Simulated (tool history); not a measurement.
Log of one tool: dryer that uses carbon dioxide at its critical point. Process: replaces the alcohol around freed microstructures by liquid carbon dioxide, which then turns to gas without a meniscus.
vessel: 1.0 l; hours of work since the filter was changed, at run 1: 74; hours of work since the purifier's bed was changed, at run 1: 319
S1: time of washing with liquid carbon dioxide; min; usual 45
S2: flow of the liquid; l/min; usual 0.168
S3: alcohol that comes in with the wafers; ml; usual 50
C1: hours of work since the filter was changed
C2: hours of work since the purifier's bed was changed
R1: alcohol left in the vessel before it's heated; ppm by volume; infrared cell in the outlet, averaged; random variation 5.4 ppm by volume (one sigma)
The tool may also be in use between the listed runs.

Run 1, hour 0: usual settings; C1 74; C2 319. Result: R1 166 ppm by volume.
Run 2, hour 12.4: usual settings but S3 31 ml; C1 80; C2 324. Result: R1 118 ppm by volume.
Run 3, hour 27.8: usual settings but S3 31 ml; C1 86; C2 331. Result: R1 120 ppm by volume.
Run 4, hour 41.9: usual settings but S3 31 ml; C1 92; C2 337. Result: R1 125 ppm by volume.
Run 5, hour 56: usual settings but S3 31 ml; C1 98; C2 343. Result: R1 117 ppm by volume.
Run 6, hour 66.6: usual settings but S3 31 ml; C1 103; C2 347. Result: R1 124 ppm by volume.
Run 7, hour 79: usual settings; C1 108; C2 353. Result: R1 175 ppm by volume.
Run 8, hour 96.9: usual settings; C1 115; C2 360. Result: R1 179 ppm by volume.
Run 9, hour 114: usual settings; C1 123; C2 367. Result: R1 175 ppm by volume.
Run 10, hour 129.8: usual settings but S3 85 ml; C1 129; C2 374. Result: R1 283 ppm by volume.
Run 11, hour 146.7: usual settings but S3 85 ml; C1 137; C2 381. Result: R1 292 ppm by volume.
Run 12, hour 161.3: usual settings; C1 143; C2 387. Result: R1 186 ppm by volume.
Run 13, hour 174.2: usual settings but S1 46 min; C1 148; C2 393. Result: R1 173 ppm by volume.
Run 14, hour 191.7: usual settings but S1 46 min; C1 156; C2 400. Result: R1 167 ppm by volume.
Run 15, hour 202.9: usual settings but S1 46 min, S2 0.215 l/min; C1 160; C2 405. Result: R1 68 ppm by volume.
Run 16, hour 211.9: usual settings but S1 35 min, S2 0.131 l/min, S3 36 ml; C1 164; C2 409. Result: R1 1138 ppm by volume.
Run 17, hour 227.5: usual settings but S1 31 min, S2 0.226 l/min, S3 69 ml; C1 171; C2 415. Result: R1 340 ppm by volume.
Run 18, hour 237.2: usual settings but S1 72 min, S3 96 ml; C1 175; C2 420. Result: R1 42 ppm by volume.
Run 19, hour 251.1: usual settings but S1 31 min, S2 0.202 l/min, S3 87 ml; C1 181; C2 425. Result: R1 754 ppm by volume.
Run 20, hour 270.3: usual settings but S1 40 min, S2 0.257 l/min, S3 87 ml; C1 189; C2 434. Result: R1 69 ppm by volume.
Run 21, hour 282.9: usual settings but S1 40 min, S2 0.257 l/min, S3 87 ml; C1 194; C2 439. Result: R1 69 ppm by volume.
Run 22, hour 291.4: usual settings but S1 65 min, S2 0.215 l/min, S3 20 ml; C1 198; C2 442. Result: R1 45 ppm by volume.
Run 23, hour 301.5: usual settings but S1 56 min, S2 0.125 l/min, S3 29 ml; C1 202; C2 447. Result: R1 195 ppm by volume.
Run 24, hour 320.7: usual settings but S1 37 min, S2 0.236 l/min; C1 210; C2 455. Result: R1 111 ppm by volume.
Run 25, hour 333.7: usual settings but S1 66 min, S2 0.156 l/min, S3 79 ml; C1 216; C2 460. Result: R1 80 ppm by volume.
Run 26, hour 351.2: usual settings but S2 0.175 l/min, S3 68 ml; C1 223; C2 468. Result: R1 208 ppm by volume.
Run 27, hour 369: usual settings but S2 0.175 l/min, S3 68 ml; C1 231; C2 475. Result: R1 238 ppm by volume.
Run 28, hour 385.5: usual settings but S2 0.175 l/min, S3 68 ml; C1 238; C2 482. Result: R1 220 ppm by volume.

Measured less the same run without the tool's hidden state. The same run-to-run variation is in both; the gauge's scatter may not be:
The hidden state here: flow that reaches the vessel past the clogged filter, %; alcohol in the recycled carbon dioxide, ppm; drift of the gauge itself on alcohol_ppm, %.
run    R1
  1   +40
  2   +36
  3   +38
  4   +40
  5   +40
  6   +41
  7   +50
  8   +53
  9   +55
 10   +73
 11   +74
 12   +59
 13   +59
 14   +59
 15   +39
 16  +171
 17   +94
 18   +38
 19  +165
 20   +44
 21   +44
 22   +37
 23   +70
 24   +53
 25   +49
 26   +84
 27   +87
 28   +87
